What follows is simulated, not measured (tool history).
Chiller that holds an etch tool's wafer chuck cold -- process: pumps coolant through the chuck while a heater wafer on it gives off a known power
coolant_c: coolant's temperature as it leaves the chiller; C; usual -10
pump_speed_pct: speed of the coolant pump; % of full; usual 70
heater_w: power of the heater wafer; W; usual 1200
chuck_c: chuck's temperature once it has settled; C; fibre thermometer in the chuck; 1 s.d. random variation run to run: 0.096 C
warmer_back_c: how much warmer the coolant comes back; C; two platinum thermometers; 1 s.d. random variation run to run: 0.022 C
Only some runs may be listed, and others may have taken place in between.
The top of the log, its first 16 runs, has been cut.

run    hour  coolant_c  pump_speed_pct  heater_w  chuck_c  warmer_back_c
 17   814.6        -10              70       680    -4.92           2.13
 18   853.9        -10              70       680    -4.89           2.17
 19   926.5        -10              70       680    -4.82           2.12
 20   965.9        -10              61       691    -4.27           2.52
 21  1002.7        -14              70      1200    -4.79           3.82
     1009.1  -- chiller's thermometer calibrated
 22  1044.6        -10              87      1200    -2.69           3.05
 23  1120.6        -10              79      1200    -1.93           3.35
 24  1161.4         -2              93      1288     5.59           3.02
     1190.2  -- chiller's thermometer calibrated, once more
 25    1202        -13              85      1511    -2.89           3.92
 26  1240.9        -13              85      1511    -2.95           3.97
 27  1309.4        -20              69      1200   -10.24           3.88
 28  1370.3        -20              69      1200   -10.19           3.88
 29  1428.2        -20              96       616   -16.35           1.43
 30  1476.2        -20              96       616   -16.33            1.4
 31  1537.2        -18              96      1242   -10.28           2.84
 32  1592.1         -4              65       642     1.71            2.2

Forecast each of these 4 alternatives for the next run:
  A  1636.8        -13              70       884        ?              ?
  B  1636.8         -9              82      1065        ?              ?
  C  1636.8         -5              96      1200        ?              ?
  D  1636.8         -4              96      1564        ?              ?

run  chuck_c  warmer_back_c
  A    -5.85           2.83
  B    -1.66           2.92
  C     2.37           2.73
  D     5.37           3.59
The same runs, with their run-to-run variation unchanged, on a tool lacking any hidden condition would have given:
run  chuck_c  warmer_back_c
  A    -6.49           2.69
  B    -2.32           2.78
  C     1.72            2.6
  D     4.52           3.42

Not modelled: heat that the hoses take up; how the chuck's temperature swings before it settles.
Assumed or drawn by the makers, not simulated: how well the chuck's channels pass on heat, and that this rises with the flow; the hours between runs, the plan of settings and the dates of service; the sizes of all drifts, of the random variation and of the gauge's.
